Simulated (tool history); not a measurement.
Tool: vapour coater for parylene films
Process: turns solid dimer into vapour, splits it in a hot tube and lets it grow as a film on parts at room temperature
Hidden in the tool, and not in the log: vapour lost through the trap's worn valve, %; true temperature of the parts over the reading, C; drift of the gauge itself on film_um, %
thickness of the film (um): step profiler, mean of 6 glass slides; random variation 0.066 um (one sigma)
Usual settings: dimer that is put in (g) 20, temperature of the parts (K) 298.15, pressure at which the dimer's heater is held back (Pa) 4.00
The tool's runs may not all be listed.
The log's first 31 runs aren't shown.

run,hour,dimer that is put in (g),temperature of the parts (K),pressure at which the dimer's heater is held back (Pa),hours of work since the trap's valve was overhauled,hours of work since the table's thermometer was calibrated,thickness of the film (um)
32,677.5,8,296.15,8.67,68,482,3.11
33,707.6,17,296.15,8.67,86,500,6.46
34,723.8,20,298.15,3.35,96,510,7.91
35,741.5,20,298.15,3.35,106,520,7.79
36,765.1,13,305.15,5.80,120,534,3.67
37,779.2,13,305.15,5.80,128,542,3.59
38,808.9,13,298.15,5.34,146,560,4.75
39,828.6,12,297.15,9.26,157,571,4.26
40,858.0,26,298.15,2.41,175,589,10.21
41,879.1,26,291.15,4.67,187,601,12.29
42,900.3,20,290.15,9.82,200,614,9.13
43,915.5,20,298.15,6.69,209,623,6.94
44,937.6,8,291.15,7.74,222,636,3.63
45,964.5,8,291.15,7.74,238,652,3.56
46,985.9,18,291.15,5.63,250,664,8.18

5 ways to go on from here, each from the tool as it stands after run 46. What would each give?
A,999.9,9,296.15,5.63,259,673,?
B,999.9,16,291.15,2.43,259,673,?
C,999.9,9,291.15,8.45,259,673,?
D,999.9,11,306.15,3.82,259,673,?
E,999.9,16,308.15,3.47,259,673,?

run,thickness of the film (um)
A,3.32
B,7.93
C,3.94
D,2.87
E,3.98
Without the tool's hidden state the same runs would have given:
run,thickness of the film (um)
A,3.62
B,8.65
C,4.30
D,3.13
E,4.34
